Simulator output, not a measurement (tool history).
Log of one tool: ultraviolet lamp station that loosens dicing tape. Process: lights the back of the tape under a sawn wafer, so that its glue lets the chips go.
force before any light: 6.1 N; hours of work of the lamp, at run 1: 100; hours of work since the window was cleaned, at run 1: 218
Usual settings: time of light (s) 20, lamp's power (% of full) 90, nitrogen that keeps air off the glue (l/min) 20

run,hour,time of light (s),lamp's power (% of full),nitrogen that keeps air off the glue (l/min),hours of work of the lamp,hours of work since the window was cleaned,force that peels the tape off (N),light that reached the tape (J/m2)
1,0.0,20,90,20,100,218,0.494,3380
2,7.8,20,90,20,106,223,0.485,3380
3,16.1,24,90,20,111,228,0.325,4040
4,23.2,14,90,20,116,233,0.965,2330
5,30.8,20,90,20,121,238,0.477,3400
6,37.5,20,90,20,126,243,0.502,3400
7,46.5,20,90,20,132,249,0.482,3380
8,51.6,20,90,20,135,252,0.504,3390
9,58.4,20,90,20,140,257,0.504,3360
10,68.6,20,90,20,147,264,0.481,3340
11,74.8,20,90,20,151,268,0.513,3380
12,79.6,20,90,20,154,271,0.499,3360
13,84.1,20,90,20,157,274,0.485,3320
14,91.5,20,90,20,162,279,0.487,3370
15,101.0,20,90,20,168,286,0.503,3340
16,108.8,20,90,20,174,291,0.528,3310
17,116.8,20,90,7,179,296,1.173,3320
18,122.7,20,90,7,183,300,1.131,3330
19,129.2,20,90,20,188,305,0.515,3360
20,134.7,20,90,20,191,308,0.520,3270
21,144.3,20,90,20,198,315,0.504,3310
22,149.9,20,90,20,202,319,0.525,3310
23,156.3,20,97,39,206,323,0.270,3560
24,165.5,20,72,39,212,329,0.512,2650
25,176.0,20,72,39,219,336,0.528,2640
26,185.7,24,90,10,226,343,0.669,3920
27,192.2,20,78,20,230,347,0.725,2840
28,198.5,11,89,20,234,352,1.485,1800
29,207.5,11,89,20,240,358,1.521,1760
30,212.6,22,99,20,244,361,0.350,3940
31,222.8,12,77,20,251,368,1.694,1670
32,232.5,37,69,9,257,375,0.529,4640
33,238.3,37,69,9,261,378,0.549,4600
34,245.2,37,69,9,266,383,0.526,4620
35,252.0,11,65,13,270,388,2.613,1280
36,260.7,11,65,13,276,394,2.689,1270
37,271.4,18,65,8,284,401,1.966,2120
38,277.0,14,97,20,287,405,0.967,2380
39,282.9,14,97,20,291,409,0.962,2380
40,292.0,26,67,24,297,415,0.512,3150
41,296.4,26,67,24,300,418,0.513,3060
42,306.0,14,80,10,307,424,1.906,1970
43,314.0,20,92,26,312,429,0.431,3250

Forecast each of these 3 alternatives for the next run:
A,324.8,28,79,11,320,437,?,?
B,324.8,20,71,8,320,437,?,?
C,324.8,23,74,25,320,437,?,?

run,force that peels the tape off (N),light that reached the tape (J/m2)
A,0.602,3950
B,1.664,2510
C,0.532,2980
Without the tool's hidden state the same runs would have given:
run,force that peels the tape off (N),light that reached the tape (J/m2)
A,0.443,4560
B,1.366,2890
C,0.386,3450
